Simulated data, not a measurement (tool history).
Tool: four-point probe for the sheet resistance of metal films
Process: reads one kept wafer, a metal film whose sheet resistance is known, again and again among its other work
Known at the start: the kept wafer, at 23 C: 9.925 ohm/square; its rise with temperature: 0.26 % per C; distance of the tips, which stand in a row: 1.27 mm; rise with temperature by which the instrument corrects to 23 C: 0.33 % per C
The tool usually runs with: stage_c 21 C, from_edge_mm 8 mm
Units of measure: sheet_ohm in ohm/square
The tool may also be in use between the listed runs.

| run | hour | stage_c | from_edge_mm | sheet_ohm |
|---|---|---|---|---|
| 1 | 0.0 | 21 | 8 | 10.004314 |
| 2 | 67.5 | 22 | 8 | 9.995467 |
| 3 | 107.8 | 22 | 8 | 9.999000 |
| 4 | 149.7 | 22 | 8 | 9.992479 |
| 5 | 186.7 | 29 | 8 | 9.943545 |
| 6 | 246.5 | 29 | 8 | 9.947299 |
| 7 | 278.6 | 29 | 8 | 9.944710 |
| 8 | 348.3 | 29 | 8 | 9.940320 |
| 9 | 401.9 | 26 | 8 | 9.960038 |
| 10 | 448.0 | 21 | 8 | 9.994502 |
| 11 | 503.5 | 21 | 75 | 9.865306 |
| 12 | 543.1 | 21 | 8 | 9.993436 |
| 13 | 598.7 | 21 | 8 | 9.993333 |
| 14 | 657.5 | 21 | 8 | 9.994382 |
| 15 | 720.4 | 21 | 8 | 9.991472 |
| 16 | 794.9 | 21 | 8 | 9.985746 |
| 17 | 831.7 | 21 | 8 | 9.985947 |
| 18 | 871.7 | 21 | 25 | 9.866213 |
| 19 | 931.2 | 21 | 25 | 9.867013 |
| 20 | 973.7 | 21 | 25 | 9.866123 |
| 21 | 1007.4 | 21 | 8 | 9.988484 |
| 22 | 1057.6 | 21 | 8 | 9.986018 |
| 23 | 1095.6 | 21 | 8 | 9.982419 |
| 24 | 1152.7 | 21 | 8 | 9.978258 |
|  | 1159.4 | stage's thermometer calibrated |
| 25 | 1195.7 | 21 | 8 | 9.978736 |
| 26 | 1269.6 | 25 | 9 | 9.921368 |
|  | 1305.4 | stage's thermometer calibrated, once more |
| 27 | 1334.0 | 27 | 8 | 9.937951 |
| 28 | 1398.9 | 21 | 8 | 9.984893 |
| 29 | 1462.9 | 32 | 11 | 9.839297 |
| 30 | 1508.4 | 20 | 4 | 10.358621 |
| 31 | 1546.2 | 20 | 4 | 10.359319 |
|  | 1564.2 | new probe head fitted |
| 32 | 1604.1 | 31 | 7 | 9.988878 |
| 33 | 1644.6 | 31 | 7 | 9.985110 |
| 34 | 1693.9 | 31 | 7 | 9.983186 |
| 35 | 1738.8 | 31 | 54 | 9.816757 |
| 36 | 1804.9 | 31 | 54 | 9.816524 |
| 37 | 1872.7 | 23 | 4 | 10.372963 |
| 38 | 1946.5 | 23 | 4 | 10.369342 |
| 39 | 1997.5 | 25 | 33 | 9.857912 |
| 40 | 2067.5 | 25 | 33 | 9.856009 |
| 41 | 2103.5 | 34 | 33 | 9.793146 |
| 42 | 2142.6 | 26 | 30 | 9.847111 |
| 43 | 2191.7 | 19 | 19 | 9.912667 |
| 44 | 2232.2 | 28 | 22 | 9.841368 |
| 45 | 2273.2 | 28 | 27 | 9.832105 |

4 options for the next run, each taken on its own from the tool as it stands now. Forecast them:
| A | 2336.7 | 21 | 8 | ? |
| B | 2336.7 | 21 | 29 | ? |
| C | 2336.7 | 20 | 48 | ? |
| D | 2336.7 | 26 | 50 | ? |

| run | sheet_ohm |
|---|---|
| A | 10.004053 |
| B | 9.882232 |
| C | 9.883566 |
| D | 9.842572 |
With no hidden state in the tool, these same runs would have given:
| run | sheet_ohm |
|---|---|
| A | 10.073888 |
| B | 9.951280 |
| C | 9.952634 |
| D | 9.911313 |

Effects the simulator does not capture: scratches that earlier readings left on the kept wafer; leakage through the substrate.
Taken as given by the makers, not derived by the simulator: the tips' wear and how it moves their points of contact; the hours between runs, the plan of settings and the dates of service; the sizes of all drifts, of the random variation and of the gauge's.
